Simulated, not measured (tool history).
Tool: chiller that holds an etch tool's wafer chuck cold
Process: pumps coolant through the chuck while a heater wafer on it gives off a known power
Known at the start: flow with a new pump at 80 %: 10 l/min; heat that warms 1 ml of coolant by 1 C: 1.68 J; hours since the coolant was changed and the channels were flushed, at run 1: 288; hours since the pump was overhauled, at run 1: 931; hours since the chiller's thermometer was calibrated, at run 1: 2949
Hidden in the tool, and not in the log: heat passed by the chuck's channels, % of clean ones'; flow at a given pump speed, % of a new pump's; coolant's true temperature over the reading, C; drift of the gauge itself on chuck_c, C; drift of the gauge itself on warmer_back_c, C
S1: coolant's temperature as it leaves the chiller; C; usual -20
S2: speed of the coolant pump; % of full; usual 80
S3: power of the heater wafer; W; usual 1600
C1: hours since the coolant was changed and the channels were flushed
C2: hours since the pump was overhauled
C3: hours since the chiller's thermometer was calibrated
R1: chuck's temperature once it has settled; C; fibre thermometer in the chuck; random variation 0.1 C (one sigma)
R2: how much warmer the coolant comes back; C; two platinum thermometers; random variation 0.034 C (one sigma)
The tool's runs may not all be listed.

{"run": 1, "day": 0.0, "S1": -20, "S2": 80, "S3": 1600, "C1": 288, "C2": 931, "C3": 2949, "R1": -2.5, "R2": 5.82}
{"run": 2, "day": 2.258, "S1": -20, "S2": 80, "S3": 1600, "C1": 342, "C2": 985, "C3": 3003, "R1": -2.6, "R2": 5.78}
{"run": 3, "day": 4.662, "S1": -20, "S2": 80, "S3": 1600, "C1": 400, "C2": 1043, "C3": 3061, "R1": -2.6, "R2": 5.78}
{"run": 4, "day": 6.425, "S1": -20, "S2": 80, "S3": 1600, "C1": 442, "C2": 1085, "C3": 3103, "R1": -2.4, "R2": 5.77}
{"run": 5, "day": 8.988, "S1": -20, "S2": 80, "S3": 1600, "C1": 504, "C2": 1147, "C3": 3165, "R1": -2.4, "R2": 5.8}
{"run": 6, "day": 10.604, "S1": -20, "S2": 80, "S3": 1600, "C1": 543, "C2": 1186, "C3": 3204, "R1": -2.5, "R2": 5.84}
{"run": 7, "day": 12.954, "S1": -20, "S2": 80, "S3": 1600, "C1": 599, "C2": 1242, "C3": 3260, "R1": -2.4, "R2": 5.83}
{"run": 8, "day": 14.404, "S1": -20, "S2": 80, "S3": 1600, "C1": 634, "C2": 1277, "C3": 3295, "R1": -2.3, "R2": 5.81}
{"run": 9, "day": 16.967, "S1": -20, "S2": 80, "S3": 1600, "C1": 695, "C2": 1338, "C3": 3356, "R1": -2.3, "R2": 5.84}
{"run": 10, "day": 19.012, "S1": -20, "S2": 80, "S3": 1600, "C1": 745, "C2": 1387, "C3": 3405, "R1": -2.2, "R2": 5.83}
{"day": 21.321, "done": "chiller's thermometer calibrated"}
{"run": 11, "day": 21.467, "S1": -20, "S2": 80, "S3": 1044, "C1": 802, "C2": 1445, "C3": 3, "R1": -8.4, "R2": 3.83}
{"run": 12, "day": 23.175, "S1": -20, "S2": 80, "S3": 1313, "C1": 843, "C2": 1486, "C3": 45, "R1": -5.4, "R2": 4.81}
{"run": 13, "day": 24.95, "S1": -14, "S2": 67, "S3": 1525, "C1": 886, "C2": 1529, "C3": 87, "R1": 5.1, "R2": 6.64}
{"run": 14, "day": 27.342, "S1": -10, "S2": 72, "S3": 1600, "C1": 943, "C2": 1586, "C3": 144, "R1": 9.0, "R2": 6.51}
{"run": 15, "day": 28.767, "S1": -12, "S2": 80, "S3": 1600, "C1": 978, "C2": 1620, "C3": 179, "R1": 5.8, "R2": 5.81}
{"run": 16, "day": 30.654, "S1": -12, "S2": 80, "S3": 1600, "C1": 1023, "C2": 1666, "C3": 224, "R1": 6.0, "R2": 5.76}
{"run": 17, "day": 32.35, "S1": -21, "S2": 80, "S3": 1600, "C1": 1064, "C2": 1706, "C3": 265, "R1": -3.1, "R2": 5.79}
{"run": 18, "day": 33.804, "S1": -20, "S2": 60, "S3": 804, "C1": 1099, "C2": 1741, "C3": 300, "R1": -9.4, "R2": 3.95}
{"run": 19, "day": 36.588, "S1": -12, "S2": 60, "S3": 1956, "C1": 1165, "C2": 1808, "C3": 366, "R1": 14.2, "R2": 9.62}
{"run": 20, "day": 38.488, "S1": -21, "S2": 80, "S3": 1512, "C1": 1211, "C2": 1854, "C3": 412, "R1": -3.8, "R2": 5.56}
{"run": 21, "day": 39.892, "S1": -23, "S2": 67, "S3": 1936, "C1": 1245, "C2": 1887, "C3": 446, "R1": 1.1, "R2": 8.48}
{"run": 22, "day": 42.612, "S1": -20, "S2": 73, "S3": 1806, "C1": 1310, "C2": 1953, "C3": 511, "R1": 1.5, "R2": 7.3}
{"run": 23, "day": 44.267, "S1": -20, "S2": 73, "S3": 1806, "C1": 1350, "C2": 1992, "C3": 551, "R1": 1.5, "R2": 7.32}
{"run": 24, "day": 45.792, "S1": -20, "S2": 73, "S3": 1806, "C1": 1386, "C2": 2029, "C3": 587, "R1": 1.5, "R2": 7.28}

5 ways to go on from here, each from the tool as it stands after run 24. What would each give?
{"run": "A", "day": 48.112, "S1": -23, "S2": 93, "S3": 1965, "C1": 1442, "C2": 2085, "C3": 643, "R1": "?", "R2": "?"}
{"run": "B", "day": 48.112, "S1": -23, "S2": 80, "S3": 1677, "C1": 1442, "C2": 2085, "C3": 643, "R1": "?", "R2": "?"}
{"run": "C", "day": 48.112, "S1": -19, "S2": 95, "S3": 1646, "C1": 1442, "C2": 2085, "C3": 643, "R1": "?", "R2": "?"}
{"run": "D", "day": 48.112, "S1": -23, "S2": 87, "S3": 1681, "C1": 1442, "C2": 2085, "C3": 643, "R1": "?", "R2": "?"}
{"run": "E", "day": 48.112, "S1": -10, "S2": 66, "S3": 968, "C1": 1442, "C2": 2085, "C3": 643, "R1": "?", "R2": "?"}

run=A R1=-2.8 R2=6.20
run=B R1=-4.0 R2=6.08
run=C R1=-2.2 R2=5.09
run=D R1=-5.0 R2=5.64
run=E R1=2.2 R2=4.36
Without the tool's hidden state the same runs would have given:
run=A R1=-3.4 R2=6.04
run=B R1=-4.6 R2=5.92
run=C R1=-2.7 R2=4.95
run=D R1=-5.5 R2=5.49
run=E R1=1.9 R2=4.25

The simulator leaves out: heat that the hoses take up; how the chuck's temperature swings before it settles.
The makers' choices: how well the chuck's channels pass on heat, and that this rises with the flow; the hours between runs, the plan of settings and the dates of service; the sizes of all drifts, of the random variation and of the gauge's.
